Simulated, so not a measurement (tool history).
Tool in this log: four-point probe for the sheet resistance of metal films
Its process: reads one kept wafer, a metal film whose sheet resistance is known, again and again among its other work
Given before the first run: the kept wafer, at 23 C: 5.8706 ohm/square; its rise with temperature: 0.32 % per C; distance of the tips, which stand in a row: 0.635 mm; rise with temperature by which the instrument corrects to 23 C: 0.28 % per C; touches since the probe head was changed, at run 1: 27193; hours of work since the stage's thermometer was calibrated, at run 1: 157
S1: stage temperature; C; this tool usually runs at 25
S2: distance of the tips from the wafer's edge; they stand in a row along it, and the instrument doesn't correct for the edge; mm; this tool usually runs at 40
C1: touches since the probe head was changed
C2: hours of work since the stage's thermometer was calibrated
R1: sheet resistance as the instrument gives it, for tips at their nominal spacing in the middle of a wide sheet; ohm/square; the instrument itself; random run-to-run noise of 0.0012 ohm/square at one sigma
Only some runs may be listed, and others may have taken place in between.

run 1 hour=0.0 | S1=25 S2=40 | C1=27193 C2=157 | R1=5.898876
run 2 hour=6.6 | S1=25 S2=40 | C1=27314 C2=160 | R1=5.897827
run 3 hour=12.9 | S1=33 S2=40 | C1=27430 C2=163 | R1=5.916682
run 4 hour=27.3 | S1=33 S2=40 | C1=27695 C2=170 | R1=5.916730
run 5 hour=34.2 | S1=33 S2=12 | C1=27823 C2=174 | R1=5.925139
run 6 hour=42.5 | S1=25 S2=40 | C1=27975 C2=178 | R1=5.900331
run 7 hour=52.7 | S1=32 S2=40 | C1=28163 C2=183 | R1=5.917292
run 8 hour=63.6 | S1=25 S2=15 | C1=28363 C2=188 | R1=5.905562
run 9 hour=72.2 | S1=18 S2=40 | C1=28521 C2=192 | R1=5.887719
run 10 hour=83.7 | S1=18 S2=40 | C1=28733 C2=198 | R1=5.884157
run 11 hour=96.7 | S1=18 S2=40 | C1=28972 C2=204 | R1=5.886871
run 12 hour=109.1 | S1=18 S2=40 | C1=29199 C2=210 | R1=5.885668
run 13 hour=115.7 | S1=34 S2=7 | C1=29322 C2=213 | R1=5.945702
run 14 hour=125.8 | S1=21 S2=30 | C1=29507 C2=218 | R1=5.892074
run 15 hour=136.9 | S1=29 S2=8 | C1=29711 C2=223 | R1=5.929073
run 16 hour=145.1 | S1=22 S2=40 | C1=29862 C2=227 | R1=5.894448
run 17 hour=156.3 | S1=26 S2=40 | C1=30069 C2=233 | R1=5.905127
run 18 hour=170.6 | S1=19 S2=5 | C1=30331 C2=240 | R1=5.938795
run 19 hour=178.5 | S1=25 S2=53 | C1=30477 C2=244 | R1=5.899293
run 20 hour=187.8 | S1=23 S2=53 | C1=30647 C2=248 | R1=5.898260
run 21 hour=195.1 | S1=23 S2=53 | C1=30782 C2=252 | R1=5.899937
run 22 hour=209.4 | S1=22 S2=40 | C1=31045 C2=259 | R1=5.894992
run 23 hour=224.3 | S1=21 S2=5 | C1=31319 C2=266 | R1=5.941716
run 24 hour=233.3 | S1=21 S2=5 | C1=31484 C2=270 | R1=5.943007

Measured minus without-hidden-state, run by run (identical run-to-run variation in each term; gauge scatter may differ):
The tool's hidden condition here consists of: inner tips' distance over the nominal, %; tips' flats over new ones', %; wafer's true temperature over the reading, C; drift of the gauge itself on sheet_ohm, %.
run=1 R1=+0.023576
run=2 R1=+0.023681
run=3 R1=+0.023952
run=4 R1=+0.024170
run=5 R1=+0.024318
run=6 R1=+0.024254
run=7 R1=+0.024556
run=8 R1=+0.024600
run=9 R1=+0.024571
run=10 R1=+0.024739
run=11 R1=+0.024940
run=12 R1=+0.025107
run=13 R1=+0.025666
run=14 R1=+0.025449
run=15 R1=+0.025855
run=16 R1=+0.025754
run=17 R1=+0.026025
run=18 R1=+0.026296
run=19 R1=+0.026345
run=20 R1=+0.026469
run=21 R1=+0.026584
run=22 R1=+0.026773
run=23 R1=+0.027199
run=24 R1=+0.027352
